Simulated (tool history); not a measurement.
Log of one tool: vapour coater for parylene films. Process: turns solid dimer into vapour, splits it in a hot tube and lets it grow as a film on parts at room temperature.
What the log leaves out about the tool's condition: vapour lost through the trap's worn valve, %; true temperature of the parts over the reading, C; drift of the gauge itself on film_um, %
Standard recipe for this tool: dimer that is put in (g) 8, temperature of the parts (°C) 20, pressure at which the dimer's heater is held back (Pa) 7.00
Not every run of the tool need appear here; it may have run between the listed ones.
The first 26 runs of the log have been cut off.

| run | hour | dimer that is put in (g) | temperature of the parts (°C) | pressure at which the dimer's heater is held back (Pa) | hours of work since the trap's valve was overhauled | hours of work since the table's thermometer was calibrated | thickness of the film (um) |
|---|---|---|---|---|---|---|---|
| 27 | 543.9 | 14 | 20 | 2.49 | 180 | 729 | 3.576 |
| 28 | 564.4 | 14 | 20 | 2.49 | 193 | 742 | 3.555 |
| 29 | 589.5 | 14 | 20 | 2.49 | 209 | 758 | 3.568 |
| 30 | 604.7 | 6 | 18 | 10.96 | 219 | 768 | 1.385 |
| 31 | 620.9 | 7 | 20 | 11.33 | 230 | 779 | 1.543 |
| 32 | 645.9 | 5 | 18 | 6.18 | 246 | 795 | 1.213 |
|  | 651.7 | gauge calibrated |
| 33 | 672.6 | 5 | 18 | 6.18 | 264 | 812 | 1.196 |
| 34 | 701.7 | 5 | 20 | 3.36 | 283 | 831 | 1.215 |
| 35 | 716.1 | 5 | 20 | 3.36 | 292 | 841 | 1.215 |
| 36 | 731.9 | 5 | 20 | 3.36 | 302 | 851 | 1.215 |
| 37 | 747.8 | 3 | 13 | 3.41 | 313 | 862 | 0.834 |
| 38 | 762.8 | 3 | 13 | 3.41 | 322 | 871 | 0.833 |
| 39 | 788.0 | 9 | 23 | 9.27 | 339 | 888 | 1.871 |
| 40 | 818.1 | 13 | 16 | 9.27 | 358 | 907 | 3.093 |
| 41 | 836.8 | 6 | 31 | 3.80 | 371 | 920 | 1.184 |
| 42 | 862.3 | 6 | 31 | 3.80 | 387 | 936 | 1.177 |
| 43 | 879.9 | 8 | 20 | 8.79 | 399 | 948 | 1.780 |
| 44 | 893.4 | 6 | 20 | 3.66 | 408 | 956 | 1.459 |
| 45 | 911.5 | 11 | 17 | 6.11 | 419 | 968 | 2.688 |
| 46 | 936.8 | 11 | 17 | 4.28 | 436 | 985 | 2.769 |

5 ways to go on from here, each from the tool as it stands after run 46. What would each give?
| A | 948.9 | 10 | 13 | 3.05 | 444 | 993 | ? |
| B | 948.9 | 7 | 30 | 7.00 | 444 | 993 | ? |
| C | 948.9 | 5 | 17 | 4.28 | 444 | 993 | ? |
| D | 948.9 | 11 | 17 | 4.91 | 444 | 993 | ? |
| E | 948.9 | 12 | 19 | 2.63 | 444 | 993 | ? |

| run | thickness of the film (um) |
|---|---|
| A | 2.810 |
| B | 1.335 |
| C | 1.268 |
| D | 2.755 |
| E | 3.057 |
Without the tool's hidden state the same runs would have given:
| run | thickness of the film (um) |
|---|---|
| A | 2.778 |
| B | 1.320 |
| C | 1.254 |
| D | 2.724 |
| E | 3.023 |
